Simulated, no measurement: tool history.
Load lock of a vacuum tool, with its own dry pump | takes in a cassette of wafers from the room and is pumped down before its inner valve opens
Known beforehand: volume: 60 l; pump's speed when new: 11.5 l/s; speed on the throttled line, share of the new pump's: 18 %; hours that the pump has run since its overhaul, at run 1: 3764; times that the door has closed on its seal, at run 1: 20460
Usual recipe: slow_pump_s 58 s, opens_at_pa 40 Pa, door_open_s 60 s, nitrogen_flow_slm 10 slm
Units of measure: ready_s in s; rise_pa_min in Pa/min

run,hour,slow_pump_s,opens_at_pa,door_open_s,nitrogen_flow_slm,hours that the pump has run since its overhaul,times that the door has closed on its seal,"incoming humidity of the room's air, %",ready_s,rise_pa_min
1,0.0,58,40,60,10,3764,20460,46.2,89.4,0.038
2,294.6,58,40,60,10,4058,21723,45.9,90.4,0.043
3,609.6,58,40,60,6,4374,23074,49.3,89.4,0.048
4,913.0,58,40,60,6,4677,24375,50.9,89.3,0.053
5,1090.8,58,40,60,6,4855,25137,45.7,87.9,0.051
6,1278.6,58,40,60,10,5043,25943,46.5,89.6,0.040
7,1554.6,58,40,60,43,5319,27126,44.7,89.4,0.023
8,1817.5,58,40,60,43,5581,28254,43.9,89.1,0.020
9,2171.8,58,40,60,43,5936,29773,46.1,88.7,0.022
10,2476.9,58,40,60,43,6241,31081,47.3,88.9,0.014
11,2715.0,58,40,60,10,6479,32102,48.7,88.8,0.043
12,2915.7,58,40,48,10,6680,32963,43.8,89.8,0.032
13,3103.7,58,40,48,10,6868,33769,41.1,88.3,0.034
14,3308.1,58,40,48,10,7072,34645,47.1,89.2,0.038
15,3604.9,58,40,48,10,7369,35918,43.8,88.9,0.037
16,3889.6,58,40,56,10,7653,37139,44.6,88.6,0.043
17,4151.5,58,40,56,10,7915,38262,45.4,88.3,0.043
# hour 4448.8: door's seal changed, seat wiped
18,4507.1,58,40,60,42,8270,250,45.0,89.1,0.019
19,4682.7,58,40,60,42,8445,1003,40.7,88.9,0.015
20,4897.6,58,40,60,42,8660,1924,40.1,88.1,0.013
21,5246.8,45,40,60,42,9009,3422,46.7,78.6,0.024
22,5414.6,58,44,60,7,9177,4141,43.0,88.5,0.044
23,5651.8,58,44,60,12,9414,5158,44.4,89.1,0.037
24,5982.8,58,60,27,10,9745,6578,43.7,85.7,0.026
25,6162.7,103,29,72,21,9925,7350,42.1,126.0,0.034
26,6434.6,39,29,72,17,10197,8515,44.1,75.4,0.037
27,6731.0,39,40,60,8,10493,9786,43.7,74.5,0.041
28,6892.9,58,52,233,10,10655,10481,44.6,87.5,0.104
29,7196.2,58,71,233,10,10959,11781,42.8,85.5,0.098
30,7389.4,58,71,233,10,11152,12610,41.9,85.6,0.100
31,7609.5,47,57,57,10,11372,13554,44.7,77.7,0.038
32,7990.1,32,40,29,10,11752,15186,41.8,67.6,0.021
33,8254.0,32,53,211,10,12016,16317,45.7,66.4,0.099
34,8521.0,34,65,107,9,12283,17462,47.1,66.5,0.062
35,8780.6,34,65,107,9,12543,18576,43.6,67.2,0.062
# hour 8980.5: dry pump taken out, an overhauled one fitted
36,9081.9,31,59,36,6,101,19842,46.0,64.6,0.035
37,9374.6,31,59,36,6,394,21097,41.1,64.9,0.029
38,9638.8,31,59,36,6,658,22230,46.9,65.2,0.036

Branching from run 38: 3 alternative next runs. What would each branch give?
A,9812.5,58,67,60,10,832,22975,45.3,?,?
B,9812.5,68,30,36,6,832,22975,46.4,?,?
C,9812.5,52,59,108,13,832,22975,43.7,?,?

run,ready_s,rise_pa_min
A,85.7,0.034
B,98.6,0.037
C,82.1,0.052
Had the tool no hidden state, the same runs would have come out as:
run,ready_s,rise_pa_min
A,85.7,0.034
B,98.6,0.036
C,82.1,0.051

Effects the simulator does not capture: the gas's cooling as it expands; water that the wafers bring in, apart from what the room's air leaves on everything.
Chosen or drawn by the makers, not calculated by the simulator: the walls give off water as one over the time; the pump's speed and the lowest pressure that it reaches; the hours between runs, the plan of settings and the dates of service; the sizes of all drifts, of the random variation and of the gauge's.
